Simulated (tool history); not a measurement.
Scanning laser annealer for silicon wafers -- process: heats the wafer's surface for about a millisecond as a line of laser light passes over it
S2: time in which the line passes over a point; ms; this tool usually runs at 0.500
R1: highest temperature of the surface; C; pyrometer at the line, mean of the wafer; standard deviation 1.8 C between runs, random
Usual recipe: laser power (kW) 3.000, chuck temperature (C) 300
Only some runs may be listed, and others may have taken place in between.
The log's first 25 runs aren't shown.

run 26 hour=426.8 | laser_power_(kW)=2.810 S2=0.500 chuck_temperature_(C)=301 | R1=964
run 27 hour=439.0 | laser_power_(kW)=2.810 S2=0.500 chuck_temperature_(C)=301 | R1=963
run 28 hour=458.1 | laser_power_(kW)=2.809 S2=0.379 chuck_temperature_(C)=301 | R1=871
run 29 hour=475.6 | laser_power_(kW)=3.000 S2=0.500 chuck_temperature_(C)=298 | R1=1007
run 30 hour=492.3 | laser_power_(kW)=3.000 S2=0.500 chuck_temperature_(C)=322 | R1=1030
run 31 hour=512.7 | laser_power_(kW)=3.000 S2=0.500 chuck_temperature_(C)=322 | R1=1030
run 32 hour=523.2 | laser_power_(kW)=3.000 S2=0.500 chuck_temperature_(C)=322 | R1=1028
run 33 hour=544.3 | laser_power_(kW)=3.085 S2=0.579 chuck_temperature_(C)=318 | R1=1108
run 34 hour=563.1 | laser_power_(kW)=2.712 S2=0.403 chuck_temperature_(C)=299 | R1=865
run 35 hour=576.2 | laser_power_(kW)=3.023 S2=0.500 chuck_temperature_(C)=300 | R1=1010
run 36 hour=597.3 | laser_power_(kW)=2.733 S2=0.392 chuck_temperature_(C)=300 | R1=860
run 37 hour=618.4 | laser_power_(kW)=2.733 S2=0.392 chuck_temperature_(C)=300 | R1=858
run 38 hour=634.6 | laser_power_(kW)=3.000 S2=0.500 chuck_temperature_(C)=312 | R1=1015
run 39 hour=651.0 | laser_power_(kW)=3.000 S2=0.500 chuck_temperature_(C)=299 | R1=1003
run 40 hour=667.5 | laser_power_(kW)=3.259 S2=0.546 chuck_temperature_(C)=283 | R1=1087
run 41 hour=685.9 | laser_power_(kW)=3.000 S2=0.500 chuck_temperature_(C)=277 | R1=976

Each row is a separate what-if for the run after 41, all from the same tool condition, not one after another. Results?
run A hour=707.5 | laser_power_(kW)=2.722 S2=0.500 chuck_temperature_(C)=300 | R1=?
run B hour=707.5 | laser_power_(kW)=3.000 S2=0.619 chuck_temperature_(C)=308 | R1=?
run C hour=707.5 | laser_power_(kW)=2.627 S2=0.402 chuck_temperature_(C)=277 | R1=?
run D hour=707.5 | laser_power_(kW)=2.564 S2=0.500 chuck_temperature_(C)=277 | R1=?

run=A R1=928
run=B R1=1090
run=C R1=820
run=D R1=871
Without the tool's unlogged condition, the same runs would have read:
run=A R1=960
run=B R1=1131
run=C R1=848
run=D R1=902
